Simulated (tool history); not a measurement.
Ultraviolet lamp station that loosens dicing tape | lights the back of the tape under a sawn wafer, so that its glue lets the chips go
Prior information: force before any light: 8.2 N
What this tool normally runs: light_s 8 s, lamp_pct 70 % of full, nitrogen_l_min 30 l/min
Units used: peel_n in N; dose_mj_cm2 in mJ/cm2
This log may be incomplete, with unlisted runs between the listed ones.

run 1 day=0.000 | light_s=8 lamp_pct=70 nitrogen_l_min=30 | peel_n=0.870 dose_mj_cm2=406
run 2 day=1.583 | light_s=8 lamp_pct=70 nitrogen_l_min=30 | peel_n=0.898 dose_mj_cm2=403
run 3 day=2.733 | light_s=8 lamp_pct=70 nitrogen_l_min=60 | peel_n=0.574 dose_mj_cm2=398
run 4 day=3.758 | light_s=8 lamp_pct=70 nitrogen_l_min=60 | peel_n=0.591 dose_mj_cm2=388
run 5 day=5.658 | light_s=8 lamp_pct=70 nitrogen_l_min=60 | peel_n=0.604 dose_mj_cm2=395
run 6 day=6.900 | light_s=8 lamp_pct=70 nitrogen_l_min=60 | peel_n=0.606 dose_mj_cm2=390
run 7 day=8.812 | light_s=8 lamp_pct=70 nitrogen_l_min=60 | peel_n=0.603 dose_mj_cm2=385
run 8 day=9.783 | light_s=5 lamp_pct=64 nitrogen_l_min=22 | peel_n=2.648 dose_mj_cm2=217
run 9 day=10.629 | light_s=5 lamp_pct=64 nitrogen_l_min=22 | peel_n=2.547 dose_mj_cm2=217
run 10 day=11.779 | light_s=8 lamp_pct=73 nitrogen_l_min=12 | peel_n=1.703 dose_mj_cm2=395
run 11 day=12.933 | light_s=4 lamp_pct=89 nitrogen_l_min=34 | peel_n=1.920 dose_mj_cm2=237
run 12 day=14.838 | light_s=5 lamp_pct=70 nitrogen_l_min=17 | peel_n=2.726 dose_mj_cm2=234
run 13 day=15.904 | light_s=5 lamp_pct=74 nitrogen_l_min=17 | peel_n=2.461 dose_mj_cm2=246

Consider 5 possible next runs. They are alternatives, not a sequence: every one starts from the tool as it was left by run 13. What does each give?
run A day=17.129 | light_s=5 lamp_pct=93 nitrogen_l_min=19 | peel_n=? dose_mj_cm2=?
run B day=17.129 | light_s=5 lamp_pct=70 nitrogen_l_min=30 | peel_n=? dose_mj_cm2=?
run C day=17.129 | light_s=5 lamp_pct=87 nitrogen_l_min=17 | peel_n=? dose_mj_cm2=?
run D day=17.129 | light_s=5 lamp_pct=78 nitrogen_l_min=17 | peel_n=? dose_mj_cm2=?
run E day=17.129 | light_s=5 lamp_pct=97 nitrogen_l_min=30 | peel_n=? dose_mj_cm2=?

run=A peel_n=1.840 dose_mj_cm2=304
run=B peel_n=2.221 dose_mj_cm2=231
run=C peel_n=2.197 dose_mj_cm2=280
run=D peel_n=2.469 dose_mj_cm2=257
run=E peel_n=1.384 dose_mj_cm2=311
With no hidden state in the tool, these same runs would have given:
run=A peel_n=1.232 dose_mj_cm2=391
run=B peel_n=1.548 dose_mj_cm2=297
run=C peel_n=1.526 dose_mj_cm2=361
run=D peel_n=1.773 dose_mj_cm2=330
run=E peel_n=0.871 dose_mj_cm2=401
